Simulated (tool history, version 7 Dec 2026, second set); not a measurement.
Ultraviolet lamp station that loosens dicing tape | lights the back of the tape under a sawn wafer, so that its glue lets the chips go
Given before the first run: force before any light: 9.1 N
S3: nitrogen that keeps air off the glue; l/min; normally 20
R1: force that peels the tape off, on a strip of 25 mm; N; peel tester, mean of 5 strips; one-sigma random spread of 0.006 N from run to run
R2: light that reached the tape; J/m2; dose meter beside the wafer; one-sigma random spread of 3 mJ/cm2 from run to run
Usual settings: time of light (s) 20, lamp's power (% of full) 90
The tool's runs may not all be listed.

{"run": 1, "hour": 0.0, "time of light (s)": 20, "lamp's power (% of full)": 90, "S3": 20, "R1": 0.172, "R2": 4430}
{"run": 2, "hour": 49.2, "time of light (s)": 20, "lamp's power (% of full)": 90, "S3": 20, "R1": 0.17, "R2": 4540}
{"run": 3, "hour": 117.7, "time of light (s)": 20, "lamp's power (% of full)": 90, "S3": 20, "R1": 0.156, "R2": 4450}
{"run": 4, "hour": 172.5, "time of light (s)": 20, "lamp's power (% of full)": 90, "S3": 20, "R1": 0.177, "R2": 4490}
{"run": 5, "hour": 239.4, "time of light (s)": 20, "lamp's power (% of full)": 90, "S3": 11, "R1": 0.257, "R2": 4480}
{"run": 6, "hour": 286.2, "time of light (s)": 20, "lamp's power (% of full)": 90, "S3": 11, "R1": 0.264, "R2": 4480}
{"run": 7, "hour": 371.9, "time of light (s)": 20, "lamp's power (% of full)": 90, "S3": 11, "R1": 0.273, "R2": 4470}
{"run": 8, "hour": 460.2, "time of light (s)": 36, "lamp's power (% of full)": 90, "S3": 20, "R1": 0.116, "R2": 8060}
{"run": 9, "hour": 516.1, "time of light (s)": 36, "lamp's power (% of full)": 90, "S3": 20, "R1": 0.118, "R2": 8010}
{"run": 10, "hour": 566.1, "time of light (s)": 36, "lamp's power (% of full)": 90, "S3": 20, "R1": 0.11, "R2": 8020}
{"hour": 611.6, "done": "window cleaned of glue's vapour"}
{"run": 11, "hour": 639.5, "time of light (s)": 36, "lamp's power (% of full)": 90, "S3": 20, "R1": 0.117, "R2": 8090}
{"run": 12, "hour": 713.8, "time of light (s)": 20, "lamp's power (% of full)": 90, "S3": 19, "R1": 0.17, "R2": 4490}
{"run": 13, "hour": 775.6, "time of light (s)": 20, "lamp's power (% of full)": 90, "S3": 19, "R1": 0.164, "R2": 4430}
{"run": 14, "hour": 855.6, "time of light (s)": 11, "lamp's power (% of full)": 90, "S3": 19, "R1": 0.704, "R2": 2490}
{"run": 15, "hour": 908.6, "time of light (s)": 11, "lamp's power (% of full)": 90, "S3": 19, "R1": 0.705, "R2": 2490}
{"run": 16, "hour": 981.1, "time of light (s)": 11, "lamp's power (% of full)": 90, "S3": 19, "R1": 0.703, "R2": 2450}
{"run": 17, "hour": 1037.3, "time of light (s)": 11, "lamp's power (% of full)": 90, "S3": 19, "R1": 0.692, "R2": 2440}
{"run": 18, "hour": 1107.3, "time of light (s)": 20, "lamp's power (% of full)": 90, "S3": 20, "R1": 0.168, "R2": 4450}
{"run": 19, "hour": 1179.8, "time of light (s)": 20, "lamp's power (% of full)": 90, "S3": 20, "R1": 0.17, "R2": 4520}
{"hour": 1221.1, "done": "window cleaned of glue's vapour"}
{"run": 20, "hour": 1261.3, "time of light (s)": 20, "lamp's power (% of full)": 90, "S3": 9, "R1": 0.299, "R2": 4440}
{"run": 21, "hour": 1300.6, "time of light (s)": 20, "lamp's power (% of full)": 90, "S3": 9, "R1": 0.305, "R2": 4440}
{"run": 22, "hour": 1354.6, "time of light (s)": 33, "lamp's power (% of full)": 90, "S3": 20, "R1": 0.111, "R2": 7370}
{"run": 23, "hour": 1440.4, "time of light (s)": 33, "lamp's power (% of full)": 90, "S3": 20, "R1": 0.125, "R2": 7320}
{"hour": 1512.0, "done": "lamp changed"}
{"run": 24, "hour": 1534.0, "time of light (s)": 33, "lamp's power (% of full)": 90, "S3": 20, "R1": 0.121, "R2": 7440}
{"run": 25, "hour": 1590.7, "time of light (s)": 33, "lamp's power (% of full)": 90, "S3": 20, "R1": 0.118, "R2": 7350}
{"run": 26, "hour": 1677.3, "time of light (s)": 27, "lamp's power (% of full)": 60, "S3": 40, "R1": 0.154, "R2": 4060}
{"run": 27, "hour": 1729.7, "time of light (s)": 11, "lamp's power (% of full)": 60, "S3": 27, "R1": 1.25, "R2": 1650}
{"run": 28, "hour": 1787.2, "time of light (s)": 28, "lamp's power (% of full)": 72, "S3": 20, "R1": 0.158, "R2": 4940}
{"hour": 1831.9, "done": "window cleaned of glue's vapour"}
{"run": 29, "hour": 1872.9, "time of light (s)": 14, "lamp's power (% of full)": 90, "S3": 7, "R1": 0.882, "R2": 3080}
{"run": 30, "hour": 1954.2, "time of light (s)": 16, "lamp's power (% of full)": 70, "S3": 29, "R1": 0.365, "R2": 2780}
{"run": 31, "hour": 2030.8, "time of light (s)": 28, "lamp's power (% of full)": 63, "S3": 16, "R1": 0.201, "R2": 4350}
{"run": 32, "hour": 2078.9, "time of light (s)": 21, "lamp's power (% of full)": 89, "S3": 16, "R1": 0.183, "R2": 4690}
{"run": 33, "hour": 2117.6, "time of light (s)": 20, "lamp's power (% of full)": 90, "S3": 15, "R1": 0.2, "R2": 4540}
{"run": 34, "hour": 2165.1, "time of light (s)": 20, "lamp's power (% of full)": 90, "S3": 15, "R1": 0.209, "R2": 4470}
{"run": 35, "hour": 2251.8, "time of light (s)": 20, "lamp's power (% of full)": 90, "S3": 15, "R1": 0.204, "R2": 4480}
{"run": 36, "hour": 2330.3, "time of light (s)": 12, "lamp's power (% of full)": 90, "S3": 26, "R1": 0.434, "R2": 2680}
{"run": 37, "hour": 2389.6, "time of light (s)": 12, "lamp's power (% of full)": 78, "S3": 26, "R1": 0.601, "R2": 2310}
{"hour": 2446.2, "done": "window cleaned of glue's vapour"}
{"run": 38, "hour": 2460.7, "time of light (s)": 23, "lamp's power (% of full)": 92, "S3": 26, "R1": 0.131, "R2": 5260}
{"run": 39, "hour": 2505.8, "time of light (s)": 23, "lamp's power (% of full)": 92, "S3": 26, "R1": 0.121, "R2": 5250}
{"run": 40, "hour": 2584.4, "time of light (s)": 10, "lamp's power (% of full)": 79, "S3": 7, "R1": 2.038, "R2": 1960}
{"run": 41, "hour": 2660.4, "time of light (s)": 11, "lamp's power (% of full)": 90, "S3": 14, "R1": 0.836, "R2": 2420}
{"run": 42, "hour": 2727.1, "time of light (s)": 11, "lamp's power (% of full)": 90, "S3": 14, "R1": 0.864, "R2": 2470}

Here are 4 independent what-if runs from the current tool condition. What would each one return?
{"run": "A", "hour": 2782.9, "time of light (s)": 11, "lamp's power (% of full)": 83, "S3": 14, "R1": "?", "R2": "?"}
{"run": "B", "hour": 2782.9, "time of light (s)": 20, "lamp's power (% of full)": 97, "S3": 7, "R1": "?", "R2": "?"}
{"run": "C", "hour": 2782.9, "time of light (s)": 11, "lamp's power (% of full)": 86, "S3": 13, "R1": "?", "R2": "?"}
{"run": "D", "hour": 2782.9, "time of light (s)": 15, "lamp's power (% of full)": 90, "S3": 10, "R1": "?", "R2": "?"}

run=A R1=1.041 R2=2280
run=B R1=0.311 R2=4830
run=C R1=0.998 R2=2380
run=D R1=0.560 R2=3340
Stripped of hidden state, with their random variation kept, the same runs would have yielded:
run=A R1=1.033 R2=2290
run=B R1=0.309 R2=4850
run=C R1=0.991 R2=2390
run=D R1=0.555 R2=3350
